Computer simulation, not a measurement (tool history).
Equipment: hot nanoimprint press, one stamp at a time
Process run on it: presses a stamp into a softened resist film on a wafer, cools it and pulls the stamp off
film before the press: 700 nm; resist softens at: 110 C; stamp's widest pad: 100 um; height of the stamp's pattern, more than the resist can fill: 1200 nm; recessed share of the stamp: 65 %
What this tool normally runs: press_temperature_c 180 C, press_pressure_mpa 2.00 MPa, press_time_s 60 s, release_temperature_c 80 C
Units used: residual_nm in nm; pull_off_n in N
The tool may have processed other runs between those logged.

Run 1, hour 0.0: usual settings. Result: residual_nm 320.2 nm, pull_off_n 253 N.
Run 2, hour 71.8: usual settings. Result: residual_nm 322.1 nm, pull_off_n 269 N.
Run 3, hour 142.7: usual settings but press_pressure_mpa 2.49 MPa. Result: residual_nm 287.6 nm, pull_off_n 287 N.
Run 4, hour 197.6: usual settings but press_pressure_mpa 2.49 MPa. Result: residual_nm 290.0 nm, pull_off_n 313 N.
At hour 221.8: stamp cleaned and given a new release coat.
Run 5, hour 275.5: usual settings but press_pressure_mpa 2.49 MPa. Result: residual_nm 289.7 nm, pull_off_n 193 N.
Run 6, hour 343.2: usual settings. Result: residual_nm 328.1 nm, pull_off_n 210 N.
Run 7, hour 392.2: usual settings. Result: residual_nm 325.8 nm, pull_off_n 234 N.
Run 8, hour 468.5: usual settings. Result: residual_nm 329.4 nm, pull_off_n 246 N.
Run 9, hour 531.3: usual settings. Result: residual_nm 330.3 nm, pull_off_n 268 N.
Run 10, hour 592.9: usual settings. Result: residual_nm 332.7 nm, pull_off_n 268 N.
Run 11, hour 628.7: usual settings. Result: residual_nm 333.0 nm, pull_off_n 291 N.
At hour 708.9: plate thermocouple calibrated.
Run 12, hour 712.9: usual settings but press_pressure_mpa 2.46 MPa. Result: residual_nm 285.0 nm, pull_off_n 303 N.
At hour 733.8: stamp cleaned and given a new release coat.
Run 13, hour 754.5: usual settings but press_pressure_mpa 2.46 MPa. Result: residual_nm 284.6 nm, pull_off_n 182 N.
Run 14, hour 795.3: usual settings but press_pressure_mpa 2.46 MPa. Result: residual_nm 287.2 nm, pull_off_n 191 N.
Run 15, hour 872.5: usual settings. Result: residual_nm 320.6 nm, pull_off_n 210 N.
Run 16, hour 916.4: usual settings but press_pressure_mpa 2.86 MPa, press_time_s 48 s. Result: residual_nm 288.4 nm, pull_off_n 220 N.
Run 17, hour 997.5: usual settings but press_pressure_mpa 2.86 MPa, press_time_s 91 s, release_temperature_c 86 C. Result: residual_nm 230.4 nm, pull_off_n 205 N.
Run 18, hour 1039.3: usual settings but press_pressure_mpa 2.86 MPa, press_time_s 61 s, release_temperature_c 76 C. Result: residual_nm 267.1 nm, pull_off_n 281 N.
Run 19, hour 1078.2: usual settings but press_pressure_mpa 2.60 MPa, release_temperature_c 84 C. Result: residual_nm 282.5 nm, pull_off_n 238 N.
Run 20, hour 1126.5: usual settings but press_temperature_c 175 C, press_time_s 54 s, release_temperature_c 66 C. Result: residual_nm 384.9 nm, pull_off_n 372 N.
Run 21, hour 1182.8: usual settings but press_pressure_mpa 2.11 MPa, press_time_s 69 s. Result: residual_nm 304.2 nm, pull_off_n 292 N.
At hour 1244.8: stamp cleaned and given a new release coat.
Run 22, hour 1248.9: usual settings but press_time_s 114 s. Result: residual_nm 263.7 nm, pull_off_n 181 N.
Run 23, hour 1286.1: usual settings but press_time_s 41 s, release_temperature_c 72 C. Result: residual_nm 371.6 nm, pull_off_n 222 N.
Run 24, hour 1324.8: usual settings but press_time_s 41 s, release_temperature_c 72 C. Result: residual_nm 374.2 nm, pull_off_n 240 N.
Run 25, hour 1360.6: usual settings but press_time_s 41 s, release_temperature_c 72 C. Result: residual_nm 375.7 nm, pull_off_n 251 N.
Run 26, hour 1439.7: usual settings but press_temperature_c 189 C, press_pressure_mpa 1.30 MPa, press_time_s 83 s, release_temperature_c 72 C. Result: residual_nm 295.0 nm, pull_off_n 276 N.
Run 27, hour 1512.2: usual settings but press_pressure_mpa 2.55 MPa, release_temperature_c 87 C. Result: residual_nm 294.8 nm, pull_off_n 210 N.
Run 28, hour 1556.7: usual settings but press_temperature_c 187 C, press_pressure_mpa 1.46 MPa, release_temperature_c 87 C. Result: residual_nm 328.2 nm, pull_off_n 218 N.
At hour 1580.1: press's hydraulic seals changed and the load cell set to zero.
At hour 1590.5: plate thermocouple calibrated.
Run 29, hour 1650.9: usual settings but press_temperature_c 186 C. Result: residual_nm 271.5 nm, pull_off_n 270 N.

5 ways to go on from here, each from the tool as it stands after run 29. What would each give?
Run A, hour 1691.5: usual settings but press_temperature_c 170 C, press_pressure_mpa 1.75 MPa, press_time_s 41 s. Result: residual_nm ?, pull_off_n ?.
Run B, hour 1691.5: usual settings but press_temperature_c 174 C, press_pressure_mpa 1.49 MPa. Result: residual_nm ?, pull_off_n ?.
Run C, hour 1691.5: usual settings but press_temperature_c 186 C, press_pressure_mpa 1.31 MPa. Result: residual_nm ?, pull_off_n ?.
Run D, hour 1691.5: usual settings but press_temperature_c 175 C. Result: residual_nm ?, pull_off_n ?.
Run E, hour 1691.5: usual settings but press_temperature_c 186 C, press_pressure_mpa 2.13 MPa, release_temperature_c 66 C. Result: residual_nm ?, pull_off_n ?.

run  residual_nm  pull_off_n
  A        492.5         294
  B        429.2         290
  C        342.7         292
  D        366.7         285
  E        263.1         402
With the hidden condition removed and each run's random variation left untouched, the same runs would have given:
run  residual_nm  pull_off_n
  A        488.7         176
  B        425.6         176
  C        339.8         176
  D        363.1         172
  E        260.5         243
